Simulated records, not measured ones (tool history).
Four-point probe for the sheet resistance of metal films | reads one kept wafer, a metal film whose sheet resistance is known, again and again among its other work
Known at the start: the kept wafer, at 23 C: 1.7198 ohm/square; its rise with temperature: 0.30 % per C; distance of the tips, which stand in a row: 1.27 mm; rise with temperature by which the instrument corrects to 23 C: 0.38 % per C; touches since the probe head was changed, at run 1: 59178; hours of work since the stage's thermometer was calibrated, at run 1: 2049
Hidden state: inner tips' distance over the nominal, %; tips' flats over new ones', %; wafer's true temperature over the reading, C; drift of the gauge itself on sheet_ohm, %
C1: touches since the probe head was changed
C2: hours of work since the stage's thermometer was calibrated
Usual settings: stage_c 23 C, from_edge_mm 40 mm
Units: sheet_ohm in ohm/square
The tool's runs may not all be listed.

Run 1, hour 0.0: usual settings; C1 59178; C2 2049. Result: sheet_ohm 1.720146 ohm/square.
Run 2, hour 106.9: usual settings but stage_c 20 C; C1 60474; C2 2092. Result: sheet_ohm 1.725044 ohm/square.
Run 3, hour 236.8: usual settings but stage_c 20 C; C1 62049; C2 2144. Result: sheet_ohm 1.725185 ohm/square.
Run 4, hour 365.2: usual settings but stage_c 20 C; C1 63605; C2 2196. Result: sheet_ohm 1.725478 ohm/square.
Run 5, hour 468.7: usual settings but stage_c 26 C; C1 64859; C2 2238. Result: sheet_ohm 1.716685 ohm/square.
Run 6, hour 598.2: usual settings but stage_c 26 C; C1 66429; C2 2290. Result: sheet_ohm 1.716966 ohm/square.
At hour 610.8: stage's thermometer calibrated.
Run 7, hour 726.6: usual settings but stage_c 26 C; C1 67979; C2 47. Result: sheet_ohm 1.715104 ohm/square.
Run 8, hour 797.1: usual settings but stage_c 27 C, from_edge_mm 8 mm; C1 68834; C2 75. Result: sheet_ohm 1.736168 ohm/square.
Run 9, hour 879.4: usual settings but stage_c 26 C, from_edge_mm 34 mm; C1 69831; C2 108. Result: sheet_ohm 1.715536 ohm/square.
At hour 891.9: stage's thermometer calibrated, once more.
Run 10, hour 952.3: usual settings but stage_c 20 C, from_edge_mm 49 mm; C1 70710; C2 24. Result: sheet_ohm 1.728143 ohm/square.
Run 11, hour 1084.1: usual settings but stage_c 20 C, from_edge_mm 49 mm; C1 72307; C2 78. Result: sheet_ohm 1.727702 ohm/square.
Run 12, hour 1159.1: usual settings but stage_c 25 C, from_edge_mm 32 mm; C1 73216; C2 108. Result: sheet_ohm 1.722148 ohm/square.
Run 13, hour 1261.0: usual settings but from_edge_mm 9 mm; C1 74452; C2 149. Result: sheet_ohm 1.742166 ohm/square.
Run 14, hour 1392.1: usual settings but from_edge_mm 9 mm; C1 76040; C2 202. Result: sheet_ohm 1.741633 ohm/square.

The same runs without the tool's hidden state, with the same run-to-run variation:
run  sheet_ohm
  1   1.720202
  2   1.725051
  3   1.725104
  4   1.725321
  5   1.716408
  6   1.716594
  7   1.716233
  8   1.737252
  9   1.716559
 10   1.724567
 11   1.724035
 12   1.718428
 13   1.738323
 14   1.737678
